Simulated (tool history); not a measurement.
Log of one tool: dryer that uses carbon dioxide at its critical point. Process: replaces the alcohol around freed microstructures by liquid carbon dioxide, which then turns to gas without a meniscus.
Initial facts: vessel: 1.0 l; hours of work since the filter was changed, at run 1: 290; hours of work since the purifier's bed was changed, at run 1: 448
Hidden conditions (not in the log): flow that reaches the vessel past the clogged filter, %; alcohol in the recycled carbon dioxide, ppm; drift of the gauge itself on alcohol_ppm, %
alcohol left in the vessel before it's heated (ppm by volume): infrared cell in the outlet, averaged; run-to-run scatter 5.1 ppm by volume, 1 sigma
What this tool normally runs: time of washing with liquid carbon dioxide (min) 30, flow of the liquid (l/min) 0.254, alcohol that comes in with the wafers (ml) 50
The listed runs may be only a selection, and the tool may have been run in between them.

run,hour,time of washing with liquid carbon dioxide (min),flow of the liquid (l/min),alcohol that comes in with the wafers (ml),hours of work since the filter was changed,hours of work since the purifier's bed was changed,alcohol left in the vessel before it's heated (ppm by volume)
1,0.0,30,0.254,50,290,448,176
2,34.2,30,0.254,50,318,475,182
3,68.0,30,0.254,50,345,502,190
4,111.0,30,0.254,50,379,537,208
5,168.4,30,0.254,26,425,583,166
6,201.2,30,0.254,26,451,609,162
7,256.3,30,0.254,52,495,653,241
8,306.1,30,0.254,52,535,693,275
9,359.5,30,0.254,50,578,735,277
# hour 363.3: inlet filter changed
10,420.0,30,0.254,50,45,783,189
11,463.5,19,0.254,50,80,818,901
12,509.9,19,0.254,50,117,855,925
13,575.1,19,0.254,50,169,907,993
14,624.1,37,0.254,50,209,946,173
15,652.9,23,0.298,50,232,969,331
16,697.0,23,0.298,50,267,1004,344
17,724.6,22,0.179,36,289,1027,1492
18,784.3,31,0.234,24,337,1074,233
19,842.6,31,0.234,24,383,1121,251

Run 20 has not been measured yet. What should we expect?
# hour 872.4: purifier's bed changed
20,913.1,31,0.234,24,437,32,?

Run 20 produced alcohol left in the vessel before it's heated (ppm by volume) 87.
With no hidden state in the tool, this same run would have given alcohol left in the vessel before it's heated (ppm by volume) 41.
